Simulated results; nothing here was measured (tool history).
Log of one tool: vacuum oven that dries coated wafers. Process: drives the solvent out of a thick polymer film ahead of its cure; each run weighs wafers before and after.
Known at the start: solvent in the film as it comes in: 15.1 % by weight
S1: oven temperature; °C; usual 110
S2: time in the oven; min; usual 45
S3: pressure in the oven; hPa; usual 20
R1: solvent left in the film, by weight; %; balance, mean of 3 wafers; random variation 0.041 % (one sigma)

run	hour	S1	S2	S3	R1
1	0	110	45	20	4.11
2	10.3	110	45	20	4.12
3	21.2	106	45	20	4.89
4	37.8	106	45	20	4.95
5	51.6	106	45	20	5.09
6	68.9	110	45	16.1	3.74
7	85.7	110	45	20	4.08
8	103.8	110	45	20	4.16
9	123	110	45	20	4.27
# hour 126.4: oven's thermocouples calibrated
10	132.9	110	45	20	4.18
11	147.3	110	45	20	4.24
12	164.8	110	45	20	4.21
# hour 174.5: oven's thermocouples calibrated, once more
13	178.2	116	44	39.3	5.1
14	192.3	106	63	43.5	7.42
15	202.2	106	63	43.5	7.43
16	210.7	106	63	43.5	7.32

Forecast each of these 5 alternatives for the next run:
A	225.2	106	58	43.5	?
B	225.2	118	56	16.7	?
C	225.2	102	47	33.6	?
D	225.2	114	39	66.4	?
E	225.2	122	28	25.6	?

run	R1
A	7.67
B	2.15
C	7.81
D	8.54
E	3.71
Without the tool's hidden state the same runs would have given:
run	R1
A	7.43
B	2.01
C	7.57
D	8.33
E	3.57
